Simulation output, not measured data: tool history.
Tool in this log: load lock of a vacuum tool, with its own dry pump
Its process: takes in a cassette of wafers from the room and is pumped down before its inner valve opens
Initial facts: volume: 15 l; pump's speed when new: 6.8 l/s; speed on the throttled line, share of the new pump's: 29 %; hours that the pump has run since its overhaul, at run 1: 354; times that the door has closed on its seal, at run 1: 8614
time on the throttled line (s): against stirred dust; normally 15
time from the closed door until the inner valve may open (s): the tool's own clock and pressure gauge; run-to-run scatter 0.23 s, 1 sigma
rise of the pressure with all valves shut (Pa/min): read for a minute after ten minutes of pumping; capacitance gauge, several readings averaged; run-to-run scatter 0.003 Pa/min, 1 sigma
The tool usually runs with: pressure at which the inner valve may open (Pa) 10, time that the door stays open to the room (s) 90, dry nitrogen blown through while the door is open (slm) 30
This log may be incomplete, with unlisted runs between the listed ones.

| run | hour | time on the throttled line (s) | pressure at which the inner valve may open (Pa) | time that the door stays open to the room (s) | dry nitrogen blown through while the door is open (slm) | hours that the pump has run since its overhaul | times that the door has closed on its seal | incoming humidity of the room's air, % | time from the closed door until the inner valve may open (s) | rise of the pressure with all valves shut (Pa/min) |
|---|---|---|---|---|---|---|---|---|---|---|
| 1 | 0 | 15 | 10 | 90 | 30 | 354 | 8614 | 47.2 | 31.4 | 0.084 |
| 2 | 165.1 | 28 | 10 | 90 | 30 | 519 | 9296 | 45.4 | 40.5 | 0.085 |
| 3 | 340.1 | 28 | 10 | 90 | 23 | 694 | 10018 | 42.7 | 40.7 | 0.086 |
| 4 | 489.6 | 15 | 10 | 32 | 30 | 844 | 10636 | 43.8 | 31.3 | 0.077 |
| 5 | 646.1 | 15 | 10 | 32 | 30 | 1000 | 11282 | 48 | 31.2 | 0.083 |
| 6 | 736.6 | 15 | 10 | 32 | 30 | 1091 | 11656 | 44.5 | 31.3 | 0.083 |
| 7 | 924.2 | 15 | 10 | 32 | 4 | 1278 | 12431 | 44 | 31.6 | 0.099 |
| 8 | 1071.6 | 15 | 10 | 32 | 4 | 1426 | 13040 | 48.3 | 30.9 | 0.103 |
| 9 | 1149.9 | 15 | 10 | 32 | 4 | 1504 | 13363 | 44.1 | 31.1 | 0.108 |
| 10 | 1309 | 15 | 10 | 32 | 4 | 1663 | 14020 | 43.3 | 31.4 | 0.112 |
| 11 | 1496.8 | 15 | 17 | 32 | 4 | 1851 | 14795 | 49 | 30.1 | 0.124 |
| 12 | 1604.1 | 15 | 17 | 32 | 4 | 1958 | 15239 | 41.6 | 30.5 | 0.127 |
| 13 | 1720.7 | 15 | 17 | 32 | 4 | 2075 | 15720 | 47.3 | 29.9 | 0.128 |
| 14 | 1804.3 | 15 | 17 | 32 | 4 | 2158 | 16066 | 45.5 | 30 | 0.131 |
| 15 | 1980.4 | 9 | 10 | 90 | 30 | 2335 | 16793 | 44.7 | 27.1 | 0.13 |
| 16 | 2112.5 | 15 | 10 | 65 | 30 | 2467 | 17339 | 49.7 | 31.5 | 0.142 |
| 17 | 2278.5 | 15 | 10 | 65 | 30 | 2633 | 18024 | 47.1 | 31.7 | 0.141 |
| 18 | 2400.9 | 15 | 15 | 65 | 30 | 2755 | 18529 | 46 | 31.1 | 0.148 |
| 19 | 2505.4 | 15 | 15 | 65 | 30 | 2860 | 18961 | 43.5 | 30.3 | 0.147 |
| 20 | 2658.2 | 15 | 8 | 30 | 8 | 3012 | 19592 | 43.8 | 32.4 | 0.153 |
| 21 | 2798.3 | 28 | 19 | 91 | 19 | 3152 | 20171 | 50.7 | 39 | 0.174 |
| 22 | 2918 | 28 | 19 | 91 | 12 | 3272 | 20665 | 44.1 | 39.6 | 0.175 |
| 23 | 3029.2 | 28 | 19 | 91 | 12 | 3383 | 21124 | 43.4 | 39.2 | 0.19 |
| 24 | 3174.4 | 25 | 11 | 53 | 7 | 3528 | 21724 | 42.7 | 38.5 | 0.182 |
| 25 | 3328.9 | 19 | 10 | 90 | 6 | 3683 | 22362 | 42.5 | 34.7 | 0.199 |
| 26 | 3470 | 12 | 17 | 118 | 13 | 3824 | 22945 | 43.7 | 28.4 | 0.206 |
| 27 | 3573.7 | 12 | 13 | 40 | 41 | 3928 | 23373 | 42.9 | 28.8 | 0.18 |
|  | 3699.3 | door's seal changed, seat wiped |
| 28 | 3753.4 | 28 | 10 | 29 | 30 | 4106 | 224 | 45 | 40.5 | 0.026 |
| 29 | 3852.8 | 12 | 12 | 89 | 4 | 4205 | 635 | 45.6 | 29.5 | 0.066 |
| 30 | 3976.7 | 12 | 12 | 89 | 32 | 4329 | 1146 | 44 | 29.4 | 0.036 |
| 31 | 4138.3 | 22 | 11 | 213 | 5 | 4491 | 1814 | 45.3 | 36.7 | 0.101 |
| 32 | 4253.8 | 22 | 8 | 63 | 11 | 4606 | 2291 | 43.1 | 36.9 | 0.049 |
| 33 | 4338.2 | 10 | 8 | 95 | 19 | 4691 | 2639 | 45.1 | 29.1 | 0.055 |
| 34 | 4514 | 20 | 10 | 90 | 30 | 4867 | 3365 | 46.1 | 35 | 0.046 |
| 35 | 4614.1 | 20 | 10 | 90 | 26 | 4967 | 3779 | 47.8 | 35.8 | 0.059 |
| 36 | 4774.5 | 15 | 17 | 90 | 7 | 5127 | 4441 | 47.5 | 31.1 | 0.076 |

Predict each of these 5 candidate next runs independently; none follows another, all start after run 36:
| A | 4861.7 | 15 | 17 | 41 | 7 | 5214 | 4801 | 44.4 | ? | ? |
| B | 4861.7 | 15 | 17 | 90 | 17 | 5214 | 4801 | 45.1 | ? | ? |
| C | 4861.7 | 15 | 15 | 48 | 30 | 5214 | 4801 | 42.7 | ? | ? |
| D | 4861.7 | 12 | 10 | 43 | 30 | 5214 | 4801 | 42.9 | ? | ? |
| E | 4861.7 | 15 | 10 | 151 | 11 | 5214 | 4801 | 44.8 | ? | ? |

| run | time from the closed door until the inner valve may open (s) | rise of the pressure with all valves shut (Pa/min) |
|---|---|---|
| A | 30.5 | 0.058 |
| B | 31 | 0.064 |
| C | 31.4 | 0.048 |
| D | 29.9 | 0.041 |
| E | 32.5 | 0.086 |
What these runs would have given with no unlogged condition in the tool:
| run | time from the closed door until the inner valve may open (s) | rise of the pressure with all valves shut (Pa/min) |
|---|---|---|
| A | 29.6 | 0.041 |
| B | 30 | 0.046 |
| C | 30.4 | 0.031 |
| D | 28.9 | 0.024 |
| E | 31.5 | 0.069 |
